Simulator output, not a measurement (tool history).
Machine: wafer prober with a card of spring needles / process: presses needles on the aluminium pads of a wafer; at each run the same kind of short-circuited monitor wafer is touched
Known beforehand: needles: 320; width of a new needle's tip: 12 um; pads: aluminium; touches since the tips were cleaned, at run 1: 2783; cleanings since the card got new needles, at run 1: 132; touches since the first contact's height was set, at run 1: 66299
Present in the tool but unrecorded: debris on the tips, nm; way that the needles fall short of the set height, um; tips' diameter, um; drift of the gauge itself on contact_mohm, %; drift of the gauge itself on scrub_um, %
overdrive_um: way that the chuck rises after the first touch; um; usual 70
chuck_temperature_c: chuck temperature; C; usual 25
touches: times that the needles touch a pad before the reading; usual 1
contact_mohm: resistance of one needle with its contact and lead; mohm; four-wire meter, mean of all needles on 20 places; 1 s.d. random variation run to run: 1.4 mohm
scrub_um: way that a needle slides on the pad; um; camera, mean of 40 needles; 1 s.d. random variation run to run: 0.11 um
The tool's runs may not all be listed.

run,hour,overdrive_um,chuck_temperature_c,touches,touches since the tips were cleaned,cleanings since the card got new needles,touches since the first contact's height was set,contact_mohm,scrub_um
1,0.0,70,25,1,2783,132,66299,129,18.86
# hour 4.3: tips cleaned on abrasive film
# hour 12.8: tips cleaned on abrasive film
# hour 23.4: tips cleaned on abrasive film
# hour 33.9: tips cleaned on abrasive film
# hour 44.5: tips cleaned on abrasive film
# hour 53.0: tips cleaned on abrasive film
# hour 61.5: tips cleaned on abrasive film
# hour 72.1: tips cleaned on abrasive film
2,78.4,70,25,1,2979,140,103021,130,18.91
# hour 80.8: tips cleaned on abrasive film
# hour 81.1: height of the first contact set anew
# hour 89.6: tips cleaned on abrasive film
# hour 98.1: tips cleaned on abrasive film
# hour 108.7: tips cleaned on abrasive film
# hour 117.2: tips cleaned on abrasive film
# hour 127.7: tips cleaned on abrasive film
# hour 138.3: tips cleaned on abrasive film
# hour 148.9: tips cleaned on abrasive film
# hour 159.5: tips cleaned on abrasive film
3,159.7,70,25,1,100,149,36820,127,18.93
# hour 168.2: tips cleaned on abrasive film
# hour 176.7: tips cleaned on abrasive film
# hour 185.2: tips cleaned on abrasive film
# hour 195.7: tips cleaned on abrasive film
# hour 204.2: tips cleaned on abrasive film
# hour 212.7: tips cleaned on abrasive film
# hour 221.2: tips cleaned on abrasive film
4,226.9,70,25,1,2680,156,68281,130,18.91
# hour 231.2: tips cleaned on abrasive film
# hour 239.7: tips cleaned on abrasive film
# hour 250.2: tips cleaned on abrasive film
# hour 258.7: tips cleaned on abrasive film
5,260.4,70,25,1,805,160,83972,125,18.77
# hour 268.9: tips cleaned on abrasive film
# hour 277.4: tips cleaned on abrasive film
# hour 288.0: tips cleaned on abrasive film
# hour 296.5: tips cleaned on abrasive film
6,297.9,70,25,1,659,164,101503,131,19.11
# hour 304.4: height of the first contact set anew
# hour 306.6: tips cleaned on abrasive film
# hour 315.1: tips cleaned on abrasive film
# hour 325.7: tips cleaned on abrasive film
# hour 334.2: tips cleaned on abrasive film
# hour 344.8: tips cleaned on abrasive film
# hour 353.3: tips cleaned on abrasive film
# hour 363.9: tips cleaned on abrasive film
7,370.7,70,25,1,3227,171,31016,129,19.04
# hour 372.9: tips cleaned on abrasive film
# hour 381.4: tips cleaned on abrasive film
# hour 391.9: tips cleaned on abrasive film
# hour 403.9: card fitted with new needles
# hour 412.4: tips cleaned on abrasive film
# hour 423.0: tips cleaned on abrasive film
# hour 433.6: tips cleaned on abrasive film
# hour 442.1: tips cleaned on abrasive film
8,445.1,80,39,1,1410,4,19274,129,21.50
# hour 451.4: tips cleaned on abrasive film
# hour 459.9: tips cleaned on abrasive film
# hour 468.4: tips cleaned on abrasive film
# hour 479.0: tips cleaned on abrasive film
# hour 487.5: tips cleaned on abrasive film
# hour 496.0: tips cleaned on abrasive film
# hour 505.8: tips cleaned on abrasive film
9,505.8,80,39,1,0,11,47684,129,21.40
# hour 516.4: tips cleaned on abrasive film
# hour 524.8: tips cleaned on abrasive film
# hour 535.4: tips cleaned on abrasive film
10,539.8,80,39,1,2048,14,63626,129,21.34
# hour 544.0: tips cleaned on abrasive film
# hour 552.5: tips cleaned on abrasive film
# hour 561.0: tips cleaned on abrasive film
# hour 571.6: tips cleaned on abrasive film
11,578.9,80,32,1,3473,18,81979,129,21.40
# hour 581.1: tips cleaned on abrasive film
# hour 591.7: tips cleaned on abrasive film
# hour 600.2: tips cleaned on abrasive film
# hour 608.7: tips cleaned on abrasive film
# hour 617.2: tips cleaned on abrasive film
12,618.7,70,57,3,744,23,100588,132,18.87
# hour 625.3: height of the first contact set anew
# hour 627.5: tips cleaned on abrasive film
# hour 638.1: tips cleaned on abrasive film
# hour 646.6: tips cleaned on abrasive film
# hour 655.1: tips cleaned on abrasive film
# hour 665.7: tips cleaned on abrasive film
# hour 676.3: tips cleaned on abrasive film
13,681.7,70,54,3,2579,29,26398,131,18.70

Hidden state at the last listed run before each entry between runs and at the first one after, where it differs:
In the gap between runs 1 and 2: tips cleaned on abrasive film (hour 4.3); tips cleaned on abrasive film (hour 12.8); tips cleaned on abrasive film (hour 23.4); tips cleaned on abrasive film (hour 33.9); tips cleaned on abrasive film (hour 44.5); tips cleaned on abrasive film (hour 53.0); tips cleaned on abrasive film (hour 61.5); tips cleaned on abrasive film (hour 72.1)
  debris on the tips, nm: 1.1 -> 1.2; way that the needles fall short of the set height, um: 0.02 -> 0.04; drift of the gauge itself on scrub_um, %: 0 -> -0.1
  measured minus no-state result, scrub_um: +0.00 -> -0.03 um
In the gap between runs 2 and 3: tips cleaned on abrasive film (hour 80.8); height of the first contact set anew (hour 81.1); tips cleaned on abrasive film (hour 89.6); tips cleaned on abrasive film (hour 98.1); tips cleaned on abrasive film (hour 108.7); tips cleaned on abrasive film (hour 117.2); tips cleaned on abrasive film (hour 127.7); tips cleaned on abrasive film (hour 138.3); tips cleaned on abrasive film (hour 148.9); tips cleaned on abrasive film (hour 159.5)
  debris on the tips, nm: 1.2 -> 0.2; way that the needles fall short of the set height, um: 0.04 -> 0.01; tips' diameter, um: 12.08 -> 12.09; drift of the gauge itself on scrub_um, %: -0.1 -> -0.2
  measured minus no-state result, scrub_um: -0.03 -> -0.04 um
In the gap between runs 3 and 4: tips cleaned on abrasive film (hour 168.2); tips cleaned on abrasive film (hour 176.7); tips cleaned on abrasive film (hour 185.2); tips cleaned on abrasive film (hour 195.7); tips cleaned on abrasive film (hour 204.2); tips cleaned on abrasive film (hour 212.7); tips cleaned on abrasive film (hour 221.2)
  debris on the tips, nm: 0.2 -> 1.2; way that the needles fall short of the set height, um: 0.01 -> 0.03; drift of the gauge itself on scrub_um, %: -0.2 -> -0.28
  measured minus no-state result, scrub_um: -0.04 -> -0.06 um
In the gap between runs 4 and 5: tips cleaned on abrasive film (hour 231.2); tips cleaned on abrasive film (hour 239.7); tips cleaned on abrasive film (hour 250.2); tips cleaned on abrasive film (hour 258.7)
  debris on the tips, nm: 1.2 -> 0.4; tips' diameter, um: 12.09 -> 12.1; drift of the gauge itself on scrub_um, %: -0.28 -> -0.32
  measured minus no-state result, scrub_um: -0.06 -> -0.07 um
In the gap between runs 5 and 6: tips cleaned on abrasive film (hour 268.9); tips cleaned on abrasive film (hour 277.4); tips cleaned on abrasive film (hour 288.0); tips cleaned on abrasive film (hour 296.5)
  way that the needles fall short of the set height, um: 0.03 -> 0.04; drift of the gauge itself on scrub_um, %: -0.32 -> -0.37
  measured minus no-state result, scrub_um: -0.07 -> -0.08 um
In the gap between runs 6 and 7: height of the first contact set anew (hour 304.4); tips cleaned on abrasive film (hour 306.6); tips cleaned on abrasive film (hour 315.1); tips cleaned on abrasive film (hour 325.7); tips cleaned on abrasive film (hour 334.2); tips cleaned on abrasive film (hour 344.8); tips cleaned on abrasive film (hour 353.3); tips cleaned on abrasive film (hour 363.9)
  debris on the tips, nm: 0.4 -> 1.3; way that the needles fall short of the set height, um: 0.04 -> 0.01; drift of the gauge itself on scrub_um, %: -0.37 -> -0.46
  measured minus no-state result, scrub_um: -0.08 -> -0.09 um
In the gap between runs 7 and 8: tips cleaned on abrasive film (hour 372.9); tips cleaned on abrasive film (hour 381.4); tips cleaned on abrasive film (hour 391.9); card fitted with new needles (hour 403.9); tips cleaned on abrasive film (hour 412.4); tips cleaned on abrasive film (hour 423.0); tips cleaned on abrasive film (hour 433.6); tips cleaned on abrasive film (hour 442.1)
  debris on the tips, nm: 1.3 -> 0.8; tips' diameter, um: 12.1 -> 12; drift of the gauge itself on scrub_um, %: -0.46 -> -0.53
  measured minus no-state result, scrub_um: -0.09 -> -0.12 um
In the gap between runs 8 and 9: tips cleaned on abrasive film (hour 451.4); tips cleaned on abrasive film (hour 459.9); tips cleaned on abrasive film (hour 468.4); tips cleaned on abrasive film (hour 479.0); tips cleaned on abrasive film (hour 487.5); tips cleaned on abrasive film (hour 496.0); tips cleaned on abrasive film (hour 505.8)
  debris on the tips, nm: 0.8 -> 0.1; way that the needles fall short of the set height, um: 0.01 -> 0.02; tips' diameter, um: 12 -> 12.01; drift of the gauge itself on scrub_um, %: -0.53 -> -0.61
  measured minus no-state result, scrub_um: -0.12 -> -0.14 um
In the gap between runs 9 and 10: tips cleaned on abrasive film (hour 516.4); tips cleaned on abrasive film (hour 524.8); tips cleaned on abrasive film (hour 535.4)
  debris on the tips, nm: 0.1 -> 0.9; drift of the gauge itself on scrub_um, %: -0.61 -> -0.65
  measured minus no-state result, scrub_um: -0.14 -> -0.14 um
In the gap between runs 10 and 11: tips cleaned on abrasive film (hour 544.0); tips cleaned on abrasive film (hour 552.5); tips cleaned on abrasive film (hour 561.0); tips cleaned on abrasive film (hour 571.6)
  debris on the tips, nm: 0.9 -> 1.4; way that the needles fall short of the set height, um: 0.02 -> 0.03; drift of the gauge itself on scrub_um, %: -0.65 -> -0.7
  measured minus no-state result, scrub_um: -0.14 -> -0.16 um
In the gap between runs 11 and 12: tips cleaned on abrasive film (hour 581.1); tips cleaned on abrasive film (hour 591.7); tips cleaned on abrasive film (hour 600.2); tips cleaned on abrasive film (hour 608.7); tips cleaned on abrasive film (hour 617.2)
  debris on the tips, nm: 1.4 -> 0.5; way that the needles fall short of the set height, um: 0.03 -> 0.04; drift of the gauge itself on scrub_um, %: -0.7 -> -0.75
  measured minus no-state result, scrub_um: -0.16 -> -0.16 um
In the gap between runs 12 and 13: height of the first contact set anew (hour 625.3); tips cleaned on abrasive film (hour 627.5); tips cleaned on abrasive film (hour 638.1); tips cleaned on abrasive film (hour 646.6); tips cleaned on abrasive film (hour 655.1); tips cleaned on abrasive film (hour 665.7); tips cleaned on abrasive film (hour 676.3)
  debris on the tips, nm: 0.5 -> 1.2; way that the needles fall short of the set height, um: 0.04 -> 0.01; tips' diameter, um: 12.01 -> 12.02; drift of the gauge itself on scrub_um, %: -0.75 -> -0.83
  measured minus no-state result, scrub_um: -0.16 -> -0.16 um
